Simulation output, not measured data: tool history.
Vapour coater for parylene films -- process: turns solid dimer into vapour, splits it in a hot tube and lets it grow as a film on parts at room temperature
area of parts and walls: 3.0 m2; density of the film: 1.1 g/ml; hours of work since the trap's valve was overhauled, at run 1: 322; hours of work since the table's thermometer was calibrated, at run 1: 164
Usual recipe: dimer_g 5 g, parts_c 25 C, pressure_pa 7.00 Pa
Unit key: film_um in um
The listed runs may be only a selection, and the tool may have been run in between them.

| run | hour | dimer_g | parts_c | pressure_pa | hours of work since the trap's valve was overhauled | hours of work since the table's thermometer was calibrated | film_um |
|---|---|---|---|---|---|---|---|
| 1 | 0.0 | 5 | 25 | 7.00 | 322 | 164 | 0.820 |
| 2 | 13.1 | 5 | 25 | 7.00 | 333 | 174 | 0.821 |
| 3 | 28.1 | 5 | 25 | 7.00 | 345 | 186 | 0.820 |
| 4 | 37.4 | 8 | 25 | 7.00 | 352 | 194 | 1.318 |
| 5 | 47.1 | 8 | 25 | 7.00 | 360 | 202 | 1.303 |
| 6 | 62.9 | 8 | 25 | 7.00 | 373 | 215 | 1.314 |
| 7 | 71.8 | 8 | 25 | 7.00 | 380 | 222 | 1.313 |
| 8 | 81.3 | 8 | 25 | 7.00 | 388 | 230 | 1.321 |
| 9 | 92.0 | 8 | 25 | 7.00 | 397 | 238 | 1.315 |
| 10 | 107.6 | 5 | 25 | 4.37 | 409 | 251 | 0.879 |
| 11 | 120.2 | 5 | 25 | 7.00 | 420 | 261 | 0.826 |
| 12 | 129.2 | 5 | 25 | 7.00 | 427 | 268 | 0.826 |
| 13 | 139.6 | 5 | 25 | 7.00 | 435 | 277 | 0.830 |
| 14 | 155.4 | 5 | 25 | 7.00 | 448 | 290 | 0.823 |
| 15 | 165.7 | 5 | 25 | 7.00 | 456 | 298 | 0.834 |
| 16 | 176.4 | 3 | 28 | 7.00 | 465 | 307 | 0.422 |
| 17 | 187.4 | 4 | 28 | 7.00 | 474 | 316 | 0.576 |
| 18 | 198.1 | 8 | 28 | 7.19 | 483 | 324 | 1.141 |
| 19 | 210.7 | 5 | 29 | 7.00 | 493 | 335 | 0.674 |
|  | 218.0 | trap's valve overhauled |
| 20 | 224.0 | 5 | 29 | 7.00 | 5 | 342 | 0.684 |
| 21 | 231.0 | 5 | 29 | 7.00 | 11 | 348 | 0.684 |
| 22 | 244.9 | 3 | 19 | 2.93 | 22 | 359 | 0.735 |
| 23 | 254.2 | 3 | 17 | 3.45 | 29 | 367 | 0.803 |
| 24 | 266.0 | 5 | 34 | 7.00 | 39 | 376 | 0.534 |
| 25 | 280.8 | 5 | 34 | 7.00 | 51 | 388 | 0.534 |
| 26 | 288.9 | 5 | 31 | 5.07 | 57 | 395 | 0.642 |
| 27 | 300.4 | 5 | 21 | 7.00 | 67 | 404 | 1.013 |
| 28 | 314.1 | 5 | 20 | 5.01 | 78 | 415 | 1.117 |
| 29 | 324.4 | 5 | 20 | 5.01 | 86 | 423 | 1.109 |

Predict each of these 5 candidate next runs independently; none follows another, all start after run 29:
| A | 332.4 | 5 | 25 | 5.01 | 93 | 430 | ? |
| B | 332.4 | 5 | 29 | 6.40 | 93 | 430 | ? |
| C | 332.4 | 5 | 32 | 4.07 | 93 | 430 | ? |
| D | 332.4 | 4 | 20 | 5.01 | 93 | 430 | ? |
| E | 332.4 | 3 | 23 | 8.48 | 93 | 430 | ? |

| run | film_um |
|---|---|
| A | 0.874 |
| B | 0.692 |
| C | 0.628 |
| D | 0.893 |
| E | 0.537 |
With no hidden state in the tool, these same runs would have given:
| run | film_um |
|---|---|
| A | 0.859 |
| B | 0.680 |
| C | 0.617 |
| D | 0.878 |
| E | 0.528 |

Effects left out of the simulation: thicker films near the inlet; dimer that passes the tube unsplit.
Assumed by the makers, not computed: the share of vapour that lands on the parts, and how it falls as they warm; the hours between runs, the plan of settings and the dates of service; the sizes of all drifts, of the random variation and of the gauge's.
